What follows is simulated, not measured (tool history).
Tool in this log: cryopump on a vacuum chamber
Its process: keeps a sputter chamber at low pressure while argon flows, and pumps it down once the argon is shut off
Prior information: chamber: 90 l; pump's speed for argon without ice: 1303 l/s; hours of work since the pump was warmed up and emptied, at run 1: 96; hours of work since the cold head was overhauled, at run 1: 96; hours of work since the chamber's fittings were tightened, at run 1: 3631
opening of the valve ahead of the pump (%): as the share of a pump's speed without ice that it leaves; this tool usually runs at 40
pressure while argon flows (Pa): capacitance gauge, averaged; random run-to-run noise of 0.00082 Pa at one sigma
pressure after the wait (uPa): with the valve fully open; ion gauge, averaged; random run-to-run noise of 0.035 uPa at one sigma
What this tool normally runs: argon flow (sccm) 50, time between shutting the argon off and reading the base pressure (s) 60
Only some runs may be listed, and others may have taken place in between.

run	hour	argon flow (sccm)	time between shutting the argon off and reading the base pressure (s)	opening of the valve ahead of the pump (%)	hours of work since the pump was warmed up and emptied	hours of work since the cold head was overhauled	hours of work since the chamber's fittings were tightened	pressure while argon flows (Pa)	pressure after the wait (uPa)
1	0	50	60	40	96	96	3631	0.168	3.45
2	13.9	50	60	40	107	107	3642	0.1697	3.5
# hour 30.1: leaking fittings of the chamber tightened, without venting
3	30.1	50	60	40	118	118	0	0.1695	1.99
4	49.8	50	60	40	133	133	15	0.1706	1.95
5	63.6	50	60	40	144	144	26	0.1711	1.99
6	78.7	50	60	40	156	156	38	0.1723	1.98
7	96.2	50	60	40	169	169	51	0.1723	2.01
8	105.6	52	60	40	176	176	59	0.1795	1.93
9	124.9	52	60	40	191	191	74	0.1822	1.99
10	137.2	52	60	26	201	201	83	0.2739	1.99
11	152.1	52	60	26	212	212	95	0.274	2
12	164.9	52	60	26	222	222	105	0.2749	2.02
13	179.2	52	20	26	234	234	116	0.2773	5.35
14	199.4	52	20	26	249	249	131	0.2778	5.33
15	217	52	20	26	263	263	145	0.2797	5.33
16	233.4	26	60	40	276	276	158	0.0953	2.09
17	244.2	26	60	40	284	284	166	0.095	2.07
18	257.8	56	111	52	295	295	177	0.1656	1.27
19	272.7	54	120	28	306	306	188	0.2748	1.22
20	291.2	54	120	28	320	320	203	0.2771	1.33
21	300.1	58	28	42	327	327	210	0.2096	3.97
22	310.1	21	20	20	335	335	217	0.1474	5.5
23	322	29	40	39	344	344	227	0.1107	2.93
24	331.1	29	40	39	351	351	234	0.1119	2.97
25	346.7	29	40	39	363	363	246	0.1141	2.95
26	359.1	27	60	40	373	373	255	0.1043	2.16
# hour 377.2: pump warmed up, emptied and cooled again
27	377.3	50	216	27	0	383	266	0.2418	0.77
28	392.2	50	60	22	12	395	277	0.2956	1.99
29	401	83	82	40	18	402	284	0.2713	1.57
30	410.6	83	82	40	26	409	291	0.2713	1.54
31	426.7	24	89	36	38	422	304	0.0877	1.42
32	436	24	89	36	46	429	311	0.0876	1.47
33	448.5	24	89	36	55	439	321	0.0874	1.47
34	460.9	21	60	17	65	448	330	0.1616	2.08

4 ways to go on from here, each from the tool as it stands after run 34. What would each give?
A	478	31	38	37	78	462	344	?	?
B	478	50	258	17	78	462	344	?	?
C	478	21	60	17	78	462	344	?	?
D	478	90	28	16	78	462	344	?	?

run	pressure while argon flows (Pa)	pressure after the wait (uPa)
A	0.1123	3.04
B	0.3875	0.76
C	0.162	2.05
D	0.7373	3.91
Without the tool's hidden state the same runs would have given:
run	pressure while argon flows (Pa)	pressure after the wait (uPa)
A	0.1092	2.88
B	0.3826	0.61
C	0.1599	1.9
D	0.7285	3.76

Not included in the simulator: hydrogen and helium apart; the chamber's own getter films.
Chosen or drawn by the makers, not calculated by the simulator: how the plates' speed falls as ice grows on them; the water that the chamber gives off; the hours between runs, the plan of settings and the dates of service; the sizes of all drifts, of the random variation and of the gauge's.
